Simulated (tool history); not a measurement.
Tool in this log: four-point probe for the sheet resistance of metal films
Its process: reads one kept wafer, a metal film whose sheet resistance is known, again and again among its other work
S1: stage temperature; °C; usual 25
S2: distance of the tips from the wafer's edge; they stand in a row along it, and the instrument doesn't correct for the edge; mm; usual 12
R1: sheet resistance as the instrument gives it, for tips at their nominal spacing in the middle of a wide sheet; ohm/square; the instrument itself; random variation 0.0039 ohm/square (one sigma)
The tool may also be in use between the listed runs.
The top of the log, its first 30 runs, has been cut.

Run 31, hour 834.2: usual settings but S1 19 °C, S2 13 mm. Result: R1 19.637800 ohm/square.
Run 32, hour 868.9: usual settings but S1 22 °C, S2 13 mm. Result: R1 19.604418 ohm/square.
Run 33, hour 904.4: usual settings but S1 22 °C, S2 13 mm. Result: R1 19.602004 ohm/square.
Run 34, hour 924.5: usual settings but S1 22 °C, S2 13 mm. Result: R1 19.609198 ohm/square.
Run 35, hour 965.5: usual settings but S1 35 °C. Result: R1 19.459878 ohm/square.
Run 36, hour 985.0: usual settings but S1 24 °C, S2 26 mm. Result: R1 19.510000 ohm/square.
Run 37, hour 1010.6: usual settings but S1 24 °C, S2 26 mm. Result: R1 19.501064 ohm/square.
Run 38, hour 1040.9: usual settings but S1 30 °C, S2 38 mm. Result: R1 19.409258 ohm/square.
Run 39, hour 1066.8: usual settings but S1 24 °C, S2 32 mm. Result: R1 19.506028 ohm/square.
Run 40, hour 1091.2: usual settings but S1 33 °C, S2 34 mm. Result: R1 19.392158 ohm/square.
Run 41, hour 1112.4: usual settings but S1 20 °C, S2 18 mm. Result: R1 19.582768 ohm/square.
Run 42, hour 1152.0: usual settings but S1 20 °C, S2 18 mm. Result: R1 19.583048 ohm/square.
Run 43, hour 1182.4: usual settings but S1 32 °C, S2 6 mm. Result: R1 19.843216 ohm/square.
Run 44, hour 1212.3: usual settings but S1 23 °C, S2 29 mm. Result: R1 19.520468 ohm/square.
Run 45, hour 1249.4: usual settings but S1 23 °C, S2 29 mm. Result: R1 19.511245 ohm/square.

Below are 3 alternative next runs, each starting from the tool's condition after run 45. Predict each:
Run A, hour 1280.8: usual settings but S1 19 °C, S2 52 mm. Result: R1 ?.
Run B, hour 1280.8: usual settings but S1 22 °C, S2 4 mm. Result: R1 ?.
Run C, hour 1280.8: usual settings but S1 18 °C, S2 27 mm. Result: R1 ?.

run         R1
  A  19.559140
  B  20.507817
  C  19.590876
The same runs, with their run-to-run variation unchanged, on a tool lacking any hidden condition would have given:
run         R1
  A  19.553041
  B  20.501338
  C  19.584831
